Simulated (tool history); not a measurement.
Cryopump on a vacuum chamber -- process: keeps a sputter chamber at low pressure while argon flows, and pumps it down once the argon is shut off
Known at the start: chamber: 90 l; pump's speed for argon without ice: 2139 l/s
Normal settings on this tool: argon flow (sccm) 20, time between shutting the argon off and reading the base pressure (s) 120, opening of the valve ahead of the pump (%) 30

run    hour  argon flow (sccm)  time between shutting the argon off and reading the base pressure (s)  opening of the valve ahead of the pump (%)  pressure while argon flows (Pa)  pressure after the wait (uPa)
  1       0                 20                                                                    120                                          30                           0.0538                           0.63
  2    51.4                 20                                                                    120                                          30                           0.0549                           0.61
  3    94.2                 20                                                                    120                                          30                           0.0538                           0.63
  4   164.1                 20                                                                    120                                          30                           0.0548                           0.64
  5   215.2                 20                                                                    120                                          30                           0.0551                           0.65
  6     247                 20                                                                    120                                          30                           0.0558                           0.68
  7   291.2                 15                                                                    120                                          30                           0.0412                            0.7
  8   344.4                 15                                                                    120                                          30                            0.042                            0.7
  9     389                 20                                                                    120                                          30                           0.0561                           0.65
      418.8  -- pump warmed up, emptied and cooled again
 10   458.5                 20                                                                    120                                          30                           0.0532                           0.68
 11   516.4                 11                                                                    120                                          30                           0.0289                           0.64
 12     569                 11                                                                    120                                          30                           0.0301                           0.64
 13   612.7                 20                                                                    120                                          30                           0.0538                           0.69
 14   643.2                 20                                                                    120                                          30                            0.054                           0.68
 15   696.9                 20                                                                    120                                          22                           0.0737                           0.73
 16   766.9                 27                                                                    120                                          30                           0.0729                           0.69
 17   821.4                 32                                                                    120                                          30                           0.0874                           0.73
 18   874.6                 32                                                                    120                                          30                           0.0879                           0.72
 19   931.4                 29                                                                     39                                          30                             0.08                           1.55
 20   986.9                 20                                                                    249                                          37                           0.0448                           0.55
 21  1047.5                 20                                                                    249                                          37                           0.0455                           0.57
       1119  -- pump warmed up, emptied and cooled again
 22  1123.2                 20                                                                    287                                          20                           0.0789                           0.51
 23  1168.5                 20                                                                    287                                          20                           0.0798                           0.56
 24  1199.4                 20                                                                    287                                          20                           0.0792                           0.51
 25  1270.9                 32                                                                     26                                          30                           0.0848                           2.15
 26  1315.6                 20                                                                     23                                          49                           0.0335                           2.36
 27    1376                 20                                                                     23                                          49                           0.0335                           2.37
 28  1411.7                 21                                                                     29                                          32                           0.0538                           1.97
 29    1450                 21                                                                     29                                          32                            0.054                           2.02
 30  1504.7                 39                                                                     74                                          23                            0.137                           1.02

For each run, the measured value with the value that run would have given without the tool's hidden condition subtracted. The run-to-run variation is shared by both, the gauge scatter possibly not:
Hidden state at play: pump's speed, % of a pump's without ice; cold plate's temperature, K; leak into the chamber, uPa l/s; drift of the gauge itself on working_pa, %; drift of the gauge itself on base_upa, %.
run  pressure while argon flows (Pa)  pressure after the wait (uPa)
  1                          +0.0014                          +0.08
  2                          +0.0015                          +0.09
  3                          +0.0017                           +0.1
  4                          +0.0021                          +0.11
  5                          +0.0023                          +0.13
  6                          +0.0025                          +0.14
  7                           +0.002                          +0.15
  8                          +0.0022                          +0.15
  9                          +0.0031                          +0.16
 10                          +0.0003                          +0.12
 11                          +0.0003                          +0.14
 12                          +0.0004                          +0.15
 13                          +0.0009                          +0.15
 14                           +0.001                          +0.16
 15                          +0.0012                          +0.17
 16                          +0.0021                          +0.18
 17                          +0.0029                           +0.2
 18                          +0.0032                          +0.21
 19                          +0.0033                          +0.23
 20                          +0.0026                          +0.25
 21                          +0.0028                          +0.25
 22                          +0.0003                          +0.21
 23                          +0.0005                          +0.22
 24                          +0.0006                          +0.23
 25                          +0.0014                          +0.24
 26                          +0.0011                          +0.25
 27                          +0.0013                          +0.27
 28                          +0.0015                          +0.27
 29                          +0.0017                          +0.28
 30                          +0.0037                          +0.29
